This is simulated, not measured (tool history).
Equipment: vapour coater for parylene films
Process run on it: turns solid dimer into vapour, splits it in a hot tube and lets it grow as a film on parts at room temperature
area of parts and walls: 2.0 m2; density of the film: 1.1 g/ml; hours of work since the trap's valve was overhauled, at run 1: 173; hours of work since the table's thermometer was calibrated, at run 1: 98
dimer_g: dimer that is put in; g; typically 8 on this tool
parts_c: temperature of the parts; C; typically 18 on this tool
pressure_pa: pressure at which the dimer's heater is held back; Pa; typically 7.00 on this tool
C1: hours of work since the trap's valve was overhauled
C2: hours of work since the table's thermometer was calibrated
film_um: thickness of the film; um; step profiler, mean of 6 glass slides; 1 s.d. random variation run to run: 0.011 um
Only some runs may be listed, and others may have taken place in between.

run 1 day=0.000 | dimer_g=8 parts_c=18 pressure_pa=7.00 | C1=173 C2=98 | film_um=1.66
run 2 day=0.808 | dimer_g=8 parts_c=18 pressure_pa=7.00 | C1=185 C2=110 | film_um=1.68
run 3 day=1.754 | dimer_g=11 parts_c=18 pressure_pa=7.00 | C1=199 C2=124 | film_um=2.29
run 4 day=2.638 | dimer_g=11 parts_c=18 pressure_pa=7.00 | C1=213 C2=138 | film_um=2.27
run 5 day=3.592 | dimer_g=11 parts_c=18 pressure_pa=7.00 | C1=227 C2=152 | film_um=2.28
run 6 day=4.792 | dimer_g=8 parts_c=20 pressure_pa=7.00 | C1=245 C2=170 | film_um=1.57
run 7 day=5.829 | dimer_g=8 parts_c=18 pressure_pa=7.00 | C1=261 C2=186 | film_um=1.63
run 8 day=6.667 | dimer_g=8 parts_c=18 pressure_pa=7.00 | C1=274 C2=199 | film_um=1.64
run 9 day=7.358 | dimer_g=8 parts_c=18 pressure_pa=7.00 | C1=284 C2=209 | film_um=1.62
run 10 day=8.033 | dimer_g=8 parts_c=18 pressure_pa=7.00 | C1=294 C2=219 | film_um=1.59
-- day=9.017 trap's valve overhauled
run 11 day=9.079 | dimer_g=8 parts_c=18 pressure_pa=7.00 | C1=1 C2=233 | film_um=1.76
run 12 day=10.317 | dimer_g=8 parts_c=18 pressure_pa=7.00 | C1=20 C2=251 | film_um=1.75
run 13 day=10.821 | dimer_g=8 parts_c=18 pressure_pa=7.00 | C1=27 C2=259 | film_um=1.74
run 14 day=11.417 | dimer_g=8 parts_c=18 pressure_pa=7.00 | C1=36 C2=268 | film_um=1.74
run 15 day=12.050 | dimer_g=8 parts_c=14 pressure_pa=7.00 | C1=46 C2=278 | film_um=1.91
run 16 day=12.662 | dimer_g=3 parts_c=18 pressure_pa=7.00 | C1=55 C2=287 | film_um=0.64
run 17 day=13.658 | dimer_g=8 parts_c=18 pressure_pa=7.12 | C1=70 C2=302 | film_um=1.70
run 18 day=14.725 | dimer_g=8 parts_c=18 pressure_pa=7.00 | C1=87 C2=318 | film_um=1.71
run 19 day=15.812 | dimer_g=8 parts_c=18 pressure_pa=7.00 | C1=103 C2=335 | film_um=1.70
run 20 day=16.658 | dimer_g=8 parts_c=18 pressure_pa=7.00 | C1=116 C2=347 | film_um=1.68
run 21 day=17.717 | dimer_g=8 parts_c=18 pressure_pa=7.00 | C1=132 C2=364 | film_um=1.68

Run 22, settings as shown, results not yet in. Your forecast:
run 22 day=18.646 | dimer_g=4 parts_c=10 pressure_pa=4.01 | C1=146 C2=378 | film_um=?

Logged for run 22: film_um 1.09 um.
Were there no unlogged condition in the tool, this run, its random variation unchanged, would have produced film_um 1.15 um.

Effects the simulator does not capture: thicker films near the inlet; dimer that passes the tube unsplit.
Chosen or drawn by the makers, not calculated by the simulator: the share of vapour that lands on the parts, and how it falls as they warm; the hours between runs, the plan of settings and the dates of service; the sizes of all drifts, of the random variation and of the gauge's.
